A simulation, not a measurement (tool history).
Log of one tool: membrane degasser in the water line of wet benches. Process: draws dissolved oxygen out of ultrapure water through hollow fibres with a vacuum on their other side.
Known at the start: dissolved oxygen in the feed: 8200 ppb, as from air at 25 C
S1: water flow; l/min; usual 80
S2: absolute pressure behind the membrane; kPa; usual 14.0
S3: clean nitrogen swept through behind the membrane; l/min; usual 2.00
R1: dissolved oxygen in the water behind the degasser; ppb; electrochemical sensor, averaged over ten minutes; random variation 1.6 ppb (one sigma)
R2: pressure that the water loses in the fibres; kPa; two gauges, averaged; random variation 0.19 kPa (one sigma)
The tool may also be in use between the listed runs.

run    hour   S1    S2    S3      R1     R2
  1     0.0   80  14.0  2.00   805.9  41.94
  2   150.7   80   9.3  2.00   475.3  41.86
  3   229.9   80   9.3  2.00   476.6  41.76
  4   314.8   80   9.3  2.00   475.2  41.79
  5   422.2   80   9.3  2.00   475.4  41.46
  6   549.1   80   9.3  2.00   477.2  41.66
  7   625.3   80   9.3  2.00   477.4  41.81
  8   733.0   80  14.0  2.00   808.6  41.87
  9   843.9   80  14.0  2.00   805.0  41.86
 10   983.4   80  14.0  1.04  1266.8  41.77
 11  1061.6   80  14.0  3.29   547.7  41.55
 12  1195.1   80  22.7  3.29   941.4  41.95
 13  1300.5   80   9.2  2.00   473.3  41.96
 14  1391.2   80   9.2  2.00   472.7  41.97
 15  1473.8   80   9.2  2.00   472.6  41.84
 16  1583.5   80   9.2  2.00   474.4  42.04
 17  1713.9  110  14.0  2.00  1025.5  57.49
 18  1847.1   72  18.3  5.03   479.9  37.57
 19  1963.6   72  18.3  5.03   482.3  37.77
 20  2067.4   72  18.3  5.03   475.8  37.85
 21  2158.6   72  18.3  5.03   476.3  37.70
 22  2236.5   72  18.3  5.03   475.9  38.11
 23  2368.1   52  18.3  2.63   626.1  27.42
 24  2491.9   52  18.3  2.63   628.1  27.29
 25  2591.3   80  12.2  1.91   702.9  42.49
 26  2729.9  114  14.0  2.00  1039.6  60.75
 27  2855.0   92  11.6  2.00   712.9  48.46
 28  2994.1   52  14.0  1.73   644.6  27.50
 29  3080.6  107  22.6  3.34  1156.4  56.58
 30  3195.9  107  22.6  3.34  1154.1  56.17
 31  3344.1  107  22.6  3.34  1159.0  57.37
 32  3410.8  107  22.6  3.34  1157.4  57.01
 33  3488.8  107  22.6  3.34  1154.5  57.12

Not shown: 2 entries that the log had between the listed runs. Between which runs, and how does the tool's hidden state differ before and after?
Between runs 17 and 18: vacuum gauge calibrated (hour 1725.3)
  membrane still open, %: 96 -> 95.9; true pressure behind the membrane over the reading, kPa: 0.17 -> 0.21; air that leaks in behind the membrane, l/min: 0.0124 -> 0.0128
  measured less the result without the state, R1: +15.4 -> +8.2 ppb; R2: +2.33 -> +1.56 kPa
Between runs 19 and 20: vacuum gauge calibrated, once more (hour 2040.1)
  membrane still open, %: 95.8 -> 95.7; true pressure behind the membrane over the reading, kPa: 0.21 -> 0.01; air that leaks in behind the membrane, l/min: 0.0132 -> 0.0136
  measured less the result without the state, R1: +8.5 -> +2.5 ppb; R2: +1.60 -> +1.62 kPa
